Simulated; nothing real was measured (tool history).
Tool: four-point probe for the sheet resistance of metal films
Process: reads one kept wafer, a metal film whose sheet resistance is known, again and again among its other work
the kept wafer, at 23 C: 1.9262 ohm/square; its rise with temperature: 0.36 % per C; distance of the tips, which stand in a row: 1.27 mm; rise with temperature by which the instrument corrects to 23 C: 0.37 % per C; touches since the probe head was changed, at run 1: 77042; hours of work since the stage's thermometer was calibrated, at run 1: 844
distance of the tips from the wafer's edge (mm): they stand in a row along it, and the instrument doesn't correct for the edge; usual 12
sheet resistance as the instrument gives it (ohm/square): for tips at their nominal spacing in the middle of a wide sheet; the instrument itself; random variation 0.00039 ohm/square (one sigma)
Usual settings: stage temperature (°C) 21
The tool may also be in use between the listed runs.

| run | day | stage temperature (°C) | distance of the tips from the wafer's edge (mm) | touches since the probe head was changed | hours of work since the stage's thermometer was calibrated | sheet resistance as the instrument gives it (ohm/square) |
|---|---|---|---|---|---|---|
| 1 | 0.000 | 21 | 12 | 77042 | 844 | 1.920407 |
| 2 | 1.100 | 21 | 12 | 78331 | 863 | 1.920728 |
| 3 | 1.888 | 21 | 12 | 79254 | 878 | 1.920441 |
| 4 | 2.538 | 21 | 12 | 80014 | 890 | 1.920764 |
| 5 | 3.233 | 21 | 12 | 80829 | 902 | 1.919442 |
| 6 | 4.354 | 29 | 12 | 82141 | 922 | 1.917314 |
| 7 | 5.217 | 29 | 12 | 83151 | 938 | 1.917156 |
| 8 | 6.417 | 24 | 3 | 84555 | 960 | 2.073576 |
|  | 6.542 | stage's thermometer calibrated |
| 9 | 7.342 | 24 | 3 | 85618 | 15 | 2.072969 |
| 10 | 8.338 | 19 | 3 | 86781 | 33 | 2.073522 |
| 11 | 9.408 | 19 | 12 | 88036 | 52 | 1.918703 |
| 12 | 10.588 | 19 | 34 | 89417 | 73 | 1.908491 |
| 13 | 11.629 | 19 | 34 | 90637 | 92 | 1.908469 |

Forecast each of these 3 alternatives for the next run:
| A | 12.575 | 20 | 5 | 91745 | 109 | ? |
| B | 12.575 | 20 | 24 | 91745 | 109 | ? |
| C | 12.575 | 24 | 6 | 91745 | 109 | ? |

| run | sheet resistance as the instrument gives it (ohm/square) |
|---|---|
| A | 1.969910 |
| B | 1.908597 |
| C | 1.949956 |
Without the tool's hidden state the same runs would have given:
| run | sheet resistance as the instrument gives it (ohm/square) |
|---|---|
| A | 1.991381 |
| B | 1.929449 |
| C | 1.971204 |
